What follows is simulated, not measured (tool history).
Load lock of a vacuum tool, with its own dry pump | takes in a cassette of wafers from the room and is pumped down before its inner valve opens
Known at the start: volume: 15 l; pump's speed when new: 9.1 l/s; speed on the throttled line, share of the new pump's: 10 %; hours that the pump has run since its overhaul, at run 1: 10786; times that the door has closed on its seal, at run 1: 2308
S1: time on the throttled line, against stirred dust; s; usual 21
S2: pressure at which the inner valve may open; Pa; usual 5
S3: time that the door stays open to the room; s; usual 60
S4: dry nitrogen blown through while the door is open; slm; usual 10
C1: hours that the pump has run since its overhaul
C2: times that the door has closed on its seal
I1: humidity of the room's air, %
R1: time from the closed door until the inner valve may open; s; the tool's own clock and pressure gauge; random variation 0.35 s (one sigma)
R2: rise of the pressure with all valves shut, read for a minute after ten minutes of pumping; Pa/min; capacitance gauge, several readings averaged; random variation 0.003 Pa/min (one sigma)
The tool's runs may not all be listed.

run 1 hour=0 | S1=21 S2=5 S3=60 S4=10 | C1=10786 C2=2308 | I1=43.1 | R1=35.6 R2=0.05
run 2 hour=173.1 | S1=21 S2=5 S3=60 S4=10 | C1=10959 C2=2528 | I1=46.1 | R1=35.2 R2=0.054
run 3 hour=317.8 | S1=21 S2=5 S3=60 S4=10 | C1=11104 C2=2712 | I1=46.6 | R1=36 R2=0.057
run 4 hour=440.4 | S1=15 S2=5 S3=60 S4=10 | C1=11226 C2=2867 | I1=41.4 | R1=29.8 R2=0.05
run 5 hour=550 | S1=15 S2=5 S3=60 S4=10 | C1=11336 C2=3007 | I1=45.7 | R1=29.7 R2=0.051
run 6 hour=702.2 | S1=15 S2=5 S3=60 S4=10 | C1=11488 C2=3200 | I1=48 | R1=29.7 R2=0.056
run 7 hour=853.3 | S1=21 S2=5 S3=60 S4=10 | C1=11639 C2=3392 | I1=46.2 | R1=35.4 R2=0.052
run 8 hour=949.9 | S1=21 S2=5 S3=60 S4=10 | C1=11736 C2=3514 | I1=44.2 | R1=35.2 R2=0.058
run 9 hour=1125.7 | S1=21 S2=5 S3=60 S4=10 | C1=11912 C2=3738 | I1=48.7 | R1=35.4 R2=0.058
run 10 hour=1235.1 | S1=21 S2=5 S3=60 S4=10 | C1=12021 C2=3876 | I1=45.1 | R1=35 R2=0.052
run 11 hour=1356.7 | S1=21 S2=5 S3=60 S4=24 | C1=12143 C2=4031 | I1=43.1 | R1=34.8 R2=0.038
run 12 hour=1453.2 | S1=21 S2=5 S3=89 S4=10 | C1=12239 C2=4153 | I1=46.7 | R1=35.6 R2=0.072
run 13 hour=1620.5 | S1=27 S2=5 S3=89 S4=10 | C1=12407 C2=4366 | I1=45.1 | R1=40.6 R2=0.07
run 14 hour=1769.1 | S1=21 S2=6 S3=60 S4=10 | C1=12555 C2=4554 | I1=46.3 | R1=34.9 R2=0.054
run 15 hour=1954.7 | S1=15 S2=5 S3=60 S4=10 | C1=12741 C2=4790 | I1=45.1 | R1=30.1 R2=0.05
run 16 hour=2125.1 | S1=15 S2=5 S3=60 S4=10 | C1=12911 C2=5007 | I1=45.1 | R1=29.7 R2=0.056
run 17 hour=2272 | S1=21 S2=5 S3=60 S4=10 | C1=13058 C2=5193 | I1=48.3 | R1=35.3 R2=0.063
run 18 hour=2432.7 | S1=21 S2=5 S3=60 S4=10 | C1=13219 C2=5397 | I1=47.2 | R1=35.4 R2=0.058
run 19 hour=2545.3 | S1=11 S2=5 S3=60 S4=10 | C1=13331 C2=5540 | I1=44.9 | R1=26.4 R2=0.053
run 20 hour=2667.5 | S1=12 S2=5 S3=60 S4=13 | C1=13453 C2=5695 | I1=46.7 | R1=26.8 R2=0.049
run 21 hour=2786.2 | S1=11 S2=5 S3=60 S4=13 | C1=13572 C2=5846 | I1=45.4 | R1=26 R2=0.045
run 22 hour=2885.4 | S1=26 S2=5 S3=60 S4=10 | C1=13671 C2=5972 | I1=41.4 | R1=39.7 R2=0.045
run 23 hour=2984.6 | S1=16 S2=5 S3=60 S4=22 | C1=13771 C2=6098 | I1=45.5 | R1=31 R2=0.039
run 24 hour=3135.6 | S1=14 S2=5 S3=60 S4=22 | C1=13922 C2=6290 | I1=42 | R1=29.7 R2=0.038
-- hour=3156 dry pump taken out, an overhauled one fitted
run 25 hour=3265.3 | S1=12 S2=5 S3=60 S4=10 | C1=109 C2=6447 | I1=46.4 | R1=27.2 R2=0.055
run 26 hour=3347.4 | S1=12 S2=5 S3=60 S4=13 | C1=191 C2=6551 | I1=47.3 | R1=26.8 R2=0.051
run 27 hour=3463 | S1=12 S2=5 S3=60 S4=13 | C1=307 C2=6698 | I1=40.7 | R1=27.2 R2=0.044
run 28 hour=3564.4 | S1=37 S2=5 S3=228 S4=6 | C1=408 C2=6826 | I1=41.3 | R1=49.5 R2=0.112
run 29 hour=3717.5 | S1=37 S2=5 S3=228 S4=6 | C1=561 C2=7021 | I1=43.8 | R1=49.8 R2=0.117
run 30 hour=3815.5 | S1=37 S2=9 S3=228 S4=6 | C1=659 C2=7145 | I1=44.4 | R1=48.8 R2=0.122
run 31 hour=3982.1 | S1=13 S2=5 S3=36 S4=10 | C1=826 C2=7357 | I1=47.9 | R1=27.8 R2=0.044
run 32 hour=4099.3 | S1=35 S2=5 S3=60 S4=10 | C1=943 C2=7506 | I1=48.4 | R1=48.2 R2=0.054
run 33 hour=4285.5 | S1=15 S2=5 S3=60 S4=28 | C1=1129 C2=7742 | I1=42.6 | R1=30.2 R2=0.036
run 34 hour=4396.3 | S1=15 S2=9 S3=60 S4=23 | C1=1240 C2=7883 | I1=45.8 | R1=29.6 R2=0.045
run 35 hour=4529.5 | S1=14 S2=4 S3=120 S4=23 | C1=1373 C2=8052 | I1=46.7 | R1=29.2 R2=0.067
run 36 hour=4640.1 | S1=14 S2=4 S3=120 S4=23 | C1=1484 C2=8192 | I1=45.6 | R1=29.6 R2=0.065
run 37 hour=4784.9 | S1=38 S2=5 S3=76 S4=10 | C1=1629 C2=8376 | I1=45.5 | R1=50.9 R2=0.059

4 ways to go on from here, each from the tool as it stands after run 37. What would each give?
run A hour=4918.6 | S1=21 S2=4 S3=79 S4=10 | C1=1763 C2=8546 | I1=46 | R1=? R2=?
run B hour=4918.6 | S1=17 S2=8 S3=76 S4=10 | C1=1763 C2=8546 | I1=39.5 | R1=? R2=?
run C hour=4918.6 | S1=15 S2=5 S3=197 S4=10 | C1=1763 C2=8546 | I1=42.5 | R1=? R2=?
run D hour=4918.6 | S1=21 S2=5 S3=35 S4=8 | C1=1763 C2=8546 | I1=43.9 | R1=? R2=?

run=A R1=35.6 R2=0.062
run=B R1=31.1 R2=0.048
run=C R1=30.2 R2=0.095
run=D R1=36.1 R2=0.038
Without the tool's hidden state the same runs would have given:
run=A R1=35.6 R2=0.062
run=B R1=31.1 R2=0.048
run=C R1=30.2 R2=0.095
run=D R1=36.1 R2=0.038
